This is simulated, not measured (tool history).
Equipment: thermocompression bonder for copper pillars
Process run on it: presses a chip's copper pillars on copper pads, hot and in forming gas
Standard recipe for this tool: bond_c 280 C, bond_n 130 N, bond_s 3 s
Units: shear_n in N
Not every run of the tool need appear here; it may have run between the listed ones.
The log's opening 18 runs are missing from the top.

run   hour  bond_c  bond_n  bond_s  hours of work since the heater was calibrated  hours of work since the force cell was calibrated  hours of work since the gas filter was changed  shear_n
 19  220.2     280     130       3                                            401                                                 39                                             109     86.5
 20  230.9     280     130       3                                            407                                                 46                                             116     88.4
     234.0  -- force cell calibrated, once more
 21  243.1     295     130       5                                            414                                                  6                                             122    112.7
 22  257.3     277      89       5                                            423                                                 15                                             132     70.3
 23  270.1     305     130       4                                            432                                                 23                                             140    113.8
     275.2  -- forming gas filter changed
 24  279.3     274     130       8                                            437                                                 29                                               3    112.3
 25  295.3     274     130       8                                            447                                                 39                                              13    111.2
 26  310.0     259      97       2                                            457                                                 49                                              22     44.0
 27  317.8     259      97       2                                            462                                                 54                                              27     42.8
 28  327.9     300     130       6                                            468                                                 60                                              34    131.5
 29  342.0     300     130       6                                            477                                                 69                                              43    128.3
 30  352.6     276     133       6                                            484                                                 76                                              50    104.9
 31  362.1     276     133       6                                            490                                                 82                                              56    105.1
 32  376.2     276     164       7                                            499                                                 91                                              65    120.9
 33  389.7     276     164       7                                            508                                                100                                              74    120.7
 34  406.7     280     121       4                                            519                                                111                                              84     90.4
 35  416.3     280     121       6                                            525                                                117                                              91     99.4
 36  432.4     280     121       6                                            536                                                127                                             101     99.9
 37  446.7     304     151       3                                            545                                                136                                             110    117.2
 38  457.2     304     151       3                                            551                                                143                                             117    113.6
 39  467.4     258     161       6                                            558                                                150                                             123     89.6

Alternative continuations, all from the tool just after run 39; predict every row:
  A  481.1     276      81       8                                            567                                                158                                             132        ?
  B  481.1     305     138       6                                            567                                                158                                             132        ?
  C  481.1     280     130       5                                            567                                                158                                             132        ?
  D  481.1     280     130       3                                            567                                                158                                             132        ?
  E  481.1     280     150       6                                            567                                                158                                             132        ?

run  shear_n
  A     76.7
  B    125.4
  C     97.0
  D     81.0
  E    107.4
Stripped of hidden state, with their random variation kept, the same runs would have yielded:
run  shear_n
  A     88.1
  B    141.3
  C    110.7
  D     93.0
  E    122.1

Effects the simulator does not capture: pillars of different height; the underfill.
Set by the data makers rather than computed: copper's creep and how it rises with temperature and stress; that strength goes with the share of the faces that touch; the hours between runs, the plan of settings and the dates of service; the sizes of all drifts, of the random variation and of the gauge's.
